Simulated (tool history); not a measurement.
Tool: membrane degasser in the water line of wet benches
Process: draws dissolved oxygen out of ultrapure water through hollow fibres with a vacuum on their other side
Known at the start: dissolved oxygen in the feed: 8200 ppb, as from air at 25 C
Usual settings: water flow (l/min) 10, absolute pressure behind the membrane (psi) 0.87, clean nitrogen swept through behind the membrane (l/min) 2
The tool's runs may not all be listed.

run	hour	water flow (l/min)	absolute pressure behind the membrane (psi)	clean nitrogen swept through behind the membrane (l/min)	dissolved oxygen in the water behind the degasser (ppb)	pressure that the water loses in the fibres (psi)
1	0	10	0.87	2	82.2	6.24
2	74.2	10	0.87	2	80.7	6.287
3	163.8	10	0.87	2	81.1	6.253
4	252.2	10	0.87	2	82.9	6.295
5	332.8	10	0.87	2	82.1	6.211
6	389.4	10	0.87	2	82.9	6.282
7	505.3	10	0.87	2	81.8	6.264
8	570.9	10	0.69	4.11	57.7	6.267
9	669.1	8	1.465	2	87.5	5.052
# hour 678.7: vacuum gauge calibrated
10	760.1	8	1.465	2	85	5.042
11	844	8	1.465	2	86.2	5.044
12	969.5	8	1.278	2.87	56.9	5.065
13	1034.9	6	1.349	1.88	53.4	3.759

Forecast each of these 5 alternatives for the next run:
A	1169.8	6	1.421	1.88	?	?
B	1169.8	7	1.349	1.88	?	?
C	1169.8	11	0.87	2	?	?
D	1169.8	11	1.349	1.88	?	?
E	1169.8	11	0.87	0.8	?	?

run	dissolved oxygen in the water behind the degasser (ppb)	pressure that the water loses in the fibres (psi)
A	57.7	3.754
B	67.5	4.371
C	109.1	6.908
D	160.7	6.936
E	161.4	6.946
Without the tool's hidden state the same runs would have given:
run	dissolved oxygen in the water behind the degasser (ppb)	pressure that the water loses in the fibres (psi)
A	54.6	3.648
B	63.7	4.247
C	98.7	6.714
D	149.2	6.738
E	149.9	6.749
